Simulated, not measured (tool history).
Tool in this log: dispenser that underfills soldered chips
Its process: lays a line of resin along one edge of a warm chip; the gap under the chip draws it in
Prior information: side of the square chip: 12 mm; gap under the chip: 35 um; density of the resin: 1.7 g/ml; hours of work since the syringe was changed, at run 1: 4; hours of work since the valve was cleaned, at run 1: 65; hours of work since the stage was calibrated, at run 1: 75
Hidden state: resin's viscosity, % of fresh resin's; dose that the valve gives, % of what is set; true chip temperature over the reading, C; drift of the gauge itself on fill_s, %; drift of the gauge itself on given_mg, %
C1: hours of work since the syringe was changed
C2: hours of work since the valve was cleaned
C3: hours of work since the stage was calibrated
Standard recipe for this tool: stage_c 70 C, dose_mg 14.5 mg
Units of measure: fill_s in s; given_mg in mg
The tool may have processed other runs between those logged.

{"run": 1, "day": 0.0, "stage_c": 70, "dose_mg": 14.5, "C1": 4, "C2": 65, "C3": 75, "fill_s": 537.9, "given_mg": 13.54}
{"run": 2, "day": 0.146, "stage_c": 70, "dose_mg": 12.9, "C1": 7, "C2": 68, "C3": 78, "fill_s": 669.8, "given_mg": 11.99}
{"day": 0.175, "done": "new syringe of resin"}
{"run": 3, "day": 0.354, "stage_c": 70, "dose_mg": 12.9, "C1": 3, "C2": 71, "C3": 82, "fill_s": 527.9, "given_mg": 11.91}
{"run": 4, "day": 0.5, "stage_c": 70, "dose_mg": 14.5, "C1": 6, "C2": 74, "C3": 84, "fill_s": 632, "given_mg": 13.59}
{"day": 0.575, "done": "new syringe of resin"}
{"run": 5, "day": 0.7, "stage_c": 70, "dose_mg": 18.1, "C1": 2, "C2": 77, "C3": 88, "fill_s": 465.9, "given_mg": 16.72}
{"run": 6, "day": 0.883, "stage_c": 70, "dose_mg": 18.1, "C1": 6, "C2": 80, "C3": 91, "fill_s": 594.5, "given_mg": 16.69}
{"day": 0.983, "done": "new syringe of resin"}
{"run": 7, "day": 1.004, "stage_c": 70, "dose_mg": 18.1, "C1": 0, "C2": 82, "C3": 93, "fill_s": 396.9, "given_mg": 16.73}
{"run": 8, "day": 1.154, "stage_c": 70, "dose_mg": 18.1, "C1": 3, "C2": 85, "C3": 95, "fill_s": 486.6, "given_mg": 16.58}
{"run": 9, "day": 1.238, "stage_c": 70, "dose_mg": 17.1, "C1": 5, "C2": 87, "C3": 97, "fill_s": 555.9, "given_mg": 15.7}
{"day": 1.396, "done": "new syringe of resin"}
{"run": 10, "day": 1.462, "stage_c": 70, "dose_mg": 17.1, "C1": 1, "C2": 90, "C3": 101, "fill_s": 422.5, "given_mg": 15.53}
{"run": 11, "day": 1.604, "stage_c": 74, "dose_mg": 12.4, "C1": 4, "C2": 93, "C3": 103, "fill_s": 431.7, "given_mg": 11.32}
{"run": 12, "day": 1.754, "stage_c": 74, "dose_mg": 12.4, "C1": 6, "C2": 96, "C3": 106, "fill_s": 538.1, "given_mg": 11.29}
{"day": 1.804, "done": "new syringe of resin"}
{"run": 13, "day": 1.929, "stage_c": 78, "dose_mg": 15.2, "C1": 2, "C2": 99, "C3": 109, "fill_s": 305.9, "given_mg": 13.83}
{"run": 14, "day": 2.054, "stage_c": 75, "dose_mg": 17.3, "C1": 5, "C2": 101, "C3": 111, "fill_s": 423.9, "given_mg": 15.72}
{"day": 2.208, "done": "new syringe of resin"}
{"run": 15, "day": 2.246, "stage_c": 75, "dose_mg": 17.3, "C1": 1, "C2": 104, "C3": 115, "fill_s": 316.9, "given_mg": 15.71}
{"day": 2.488, "done": "dispensing valve cleaned and set on the balance"}
{"run": 16, "day": 2.488, "stage_c": 56, "dose_mg": 12.6, "C1": 4, "C2": 0, "C3": 118, "fill_s": 1281.4, "given_mg": 12.69}
{"day": 2.65, "done": "new syringe of resin"}
{"run": 17, "day": 2.692, "stage_c": 56, "dose_mg": 12.6, "C1": 1, "C2": 4, "C3": 122, "fill_s": 965.3, "given_mg": 12.51}
{"run": 18, "day": 2.825, "stage_c": 58, "dose_mg": 16.5, "C1": 3, "C2": 6, "C3": 124, "fill_s": 994.9, "given_mg": 16.44}

4 options for the next run, each taken on its own from the tool as it stands now. Forecast them:
{"run": "A", "day": 2.933, "stage_c": 75, "dose_mg": 17.4, "C1": 5, "C2": 8, "C3": 126, "fill_s": "?", "given_mg": "?"}
{"run": "B", "day": 2.933, "stage_c": 70, "dose_mg": 17.5, "C1": 5, "C2": 8, "C3": 126, "fill_s": "?", "given_mg": "?"}
{"run": "C", "day": 2.933, "stage_c": 83, "dose_mg": 14.7, "C1": 5, "C2": 8, "C3": 126, "fill_s": "?", "given_mg": "?"}
{"run": "D", "day": 2.933, "stage_c": 57, "dose_mg": 17.8, "C1": 5, "C2": 8, "C3": 126, "fill_s": "?", "given_mg": "?"}

run=A fill_s=451 given_mg=17.4
run=B fill_s=596.7 given_mg=17.4
run=C fill_s=298 given_mg=14.57
run=D fill_s=1270.5 given_mg=17.91
Had the tool no hidden state, the same runs would have come out as:
run=A fill_s=290.3 given_mg=17.5
run=B fill_s=383.9 given_mg=17.49
run=C fill_s=191.9 given_mg=14.65
run=D fill_s=814.9 given_mg=18.01
